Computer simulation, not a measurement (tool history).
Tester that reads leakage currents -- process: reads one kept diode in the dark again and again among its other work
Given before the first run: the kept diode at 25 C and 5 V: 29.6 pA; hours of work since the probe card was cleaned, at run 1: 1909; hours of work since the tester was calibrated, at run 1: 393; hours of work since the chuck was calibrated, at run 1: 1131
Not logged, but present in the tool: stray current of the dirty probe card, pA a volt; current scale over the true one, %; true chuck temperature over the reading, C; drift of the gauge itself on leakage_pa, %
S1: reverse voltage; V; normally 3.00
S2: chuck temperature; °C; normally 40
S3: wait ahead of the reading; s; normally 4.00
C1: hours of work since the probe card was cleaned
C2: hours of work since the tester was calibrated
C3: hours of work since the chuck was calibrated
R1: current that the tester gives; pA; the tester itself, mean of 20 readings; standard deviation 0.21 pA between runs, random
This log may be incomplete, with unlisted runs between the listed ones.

Run 1, hour 0.0: usual settings; C1 1909; C2 393; C3 1131. Result: R1 67.71 pA.
Run 2, hour 59.5: usual settings; C1 1934; C2 418; C3 1156. Result: R1 67.83 pA.
Run 3, hour 171.7: usual settings; C1 1982; C2 466; C3 1204. Result: R1 68.09 pA.
Run 4, hour 232.8: usual settings; C1 2008; C2 491; C3 1230. Result: R1 67.98 pA.
Run 5, hour 287.8: usual settings; C1 2031; C2 515; C3 1253. Result: R1 67.99 pA.
Run 6, hour 362.6: usual settings; C1 2063; C2 546; C3 1285. Result: R1 68.11 pA.
Run 7, hour 469.8: usual settings; C1 2108; C2 592; C3 1330. Result: R1 67.89 pA.
At hour 554.6: chuck's temperature calibrated.
Run 8, hour 556.3: usual settings; C1 2144; C2 628; C3 1. Result: R1 68.09 pA.
Run 9, hour 604.5: usual settings but S3 0.50 s; C1 2164; C2 648; C3 21. Result: R1 68.91 pA.
Run 10, hour 701.8: usual settings but S2 20 °C, S3 0.50 s; C1 2206; C2 689; C3 62. Result: R1 16.90 pA.
Run 11, hour 748.9: usual settings but S2 20 °C, S3 0.50 s; C1 2226; C2 709; C3 82. Result: R1 16.91 pA.
Run 12, hour 841.8: usual settings but S2 20 °C, S3 0.50 s; C1 2265; C2 749; C3 122. Result: R1 16.87 pA.
Run 13, hour 892.5: usual settings but S3 1.86 s; C1 2287; C2 770; C3 143. Result: R1 68.16 pA.
Run 14, hour 947.9: usual settings but S3 8.83 s; C1 2310; C2 794; C3 167. Result: R1 67.78 pA.
Run 15, hour 1024.3: usual settings but S3 8.83 s; C1 2342; C2 826; C3 199. Result: R1 67.78 pA.
Run 16, hour 1073.2: usual settings; C1 2363; C2 847; C3 220. Result: R1 68.07 pA.
Run 17, hour 1176.9: usual settings but S2 25 °C; C1 2407; C2 891; C3 264. Result: R1 23.77 pA.
Run 18, hour 1279.8: usual settings but S2 25 °C; C1 2451; C2 934; C3 307. Result: R1 23.99 pA.
Run 19, hour 1376.9: usual settings but S2 25 °C; C1 2492; C2 975; C3 348. Result: R1 23.98 pA.
Run 20, hour 1482.6: usual settings but S2 25 °C; C1 2537; C2 1020; C3 393. Result: R1 23.90 pA.
Run 21, hour 1578.6: usual settings but S2 25 °C; C1 2577; C2 1061; C3 434. Result: R1 24.18 pA.
Run 22, hour 1690.9: usual settings but S1 9.08 V, S2 33 °C, S3 2.67 s; C1 2625; C2 1108; C3 482. Result: R1 68.17 pA.
Run 23, hour 1797.8: usual settings but S1 1.30 V, S3 2.35 s; C1 2670; C2 1154; C3 527. Result: R1 47.73 pA.
Run 24, hour 1887.0: usual settings but S1 1.30 V, S3 2.35 s; C1 2708; C2 1192; C3 565. Result: R1 47.45 pA.
Run 25, hour 1938.5: usual settings but S1 1.30 V, S3 2.35 s; C1 2730; C2 1213; C3 587. Result: R1 47.77 pA.
Run 26, hour 2052.1: usual settings but S1 16.27 V, S2 50 °C, S3 2.35 s; C1 2778; C2 1262; C3 635. Result: R1 270.08 pA.
Run 27, hour 2129.2: usual settings but S1 16.27 V, S2 50 °C, S3 2.35 s; C1 2811; C2 1294; C3 667. Result: R1 269.96 pA.
Run 28, hour 2243.6: usual settings but S1 9.24 V; C1 2859; C2 1343; C3 716. Result: R1 110.06 pA.
Run 29, hour 2308.3: usual settings but S1 9.24 V; C1 2887; C2 1370; C3 743. Result: R1 110.06 pA.
Run 30, hour 2371.9: usual settings but S1 10.11 V, S3 6.63 s; C1 2913; C2 1397; C3 770. Result: R1 115.13 pA.
Run 31, hour 2444.5: usual settings but S1 15.80 V, S2 55 °C, S3 0.35 s; C1 2944; C2 1428; C3 801. Result: R1 363.25 pA.
Run 32, hour 2521.0: usual settings but S1 1.60 V, S2 20 °C, S3 0.35 s; C1 2977; C2 1460; C3 833. Result: R1 12.94 pA.
Run 33, hour 2575.5: usual settings but S1 2.37 V, S2 39 °C, S3 4.54 s; C1 3000; C2 1483; C3 856. Result: R1 57.55 pA.
Run 34, hour 2656.0: usual settings but S1 6.96 V, S2 43 °C, S3 2.70 s; C1 3034; C2 1517; C3 891. Result: R1 119.24 pA.
Run 35, hour 2714.8: usual settings but S1 6.96 V, S2 43 °C, S3 7.29 s; C1 3059; C2 1542; C3 915. Result: R1 118.34 pA.
Run 36, hour 2785.3: usual settings but S1 6.96 V, S2 43 °C, S3 7.29 s; C1 3089; C2 1572; C3 945. Result: R1 118.95 pA.
Run 37, hour 2889.6: usual settings but S1 6.96 V, S2 43 °C, S3 7.29 s; C1 3133; C2 1616; C3 990. Result: R1 119.38 pA.
Run 38, hour 2986.4: usual settings but S1 11.74 V, S2 56 °C, S3 3.10 s; C1 3174; C2 1657; C3 1031. Result: R1 336.00 pA.
Run 39, hour 3057.3: usual settings but S1 11.74 V, S2 56 °C, S3 3.10 s; C1 3204; C2 1688; C3 1061. Result: R1 334.42 pA.
Run 40, hour 3154.1: usual settings but S1 4.74 V, S2 44 °C; C1 3245; C2 1729; C3 1102. Result: R1 107.64 pA.

Alternative continuations, all from the tool just after run 40; predict every row:
Run A, hour 3219.5: usual settings but S1 2.25 V; C1 3273; C2 1756; C3 1129. Result: R1 ?.
Run B, hour 3219.5: usual settings but S1 4.74 V, S2 59 °C, S3 9.24 s; C1 3273; C2 1756; C3 1129. Result: R1 ?.
Run C, hour 3219.5: usual settings but S1 15.65 V, S2 28 °C, S3 0.53 s; C1 3273; C2 1756; C3 1129. Result: R1 ?.
Run D, hour 3219.5: usual settings but S1 4.15 V; C1 3273; C2 1756; C3 1129. Result: R1 ?.

run      R1
  A   60.30
  B  273.44
  C   62.91
  D   78.09
Stripped of hidden state, with their random variation kept, the same runs would have yielded:
run      R1
  A   60.27
  B  273.34
  C   62.79
  D   78.04
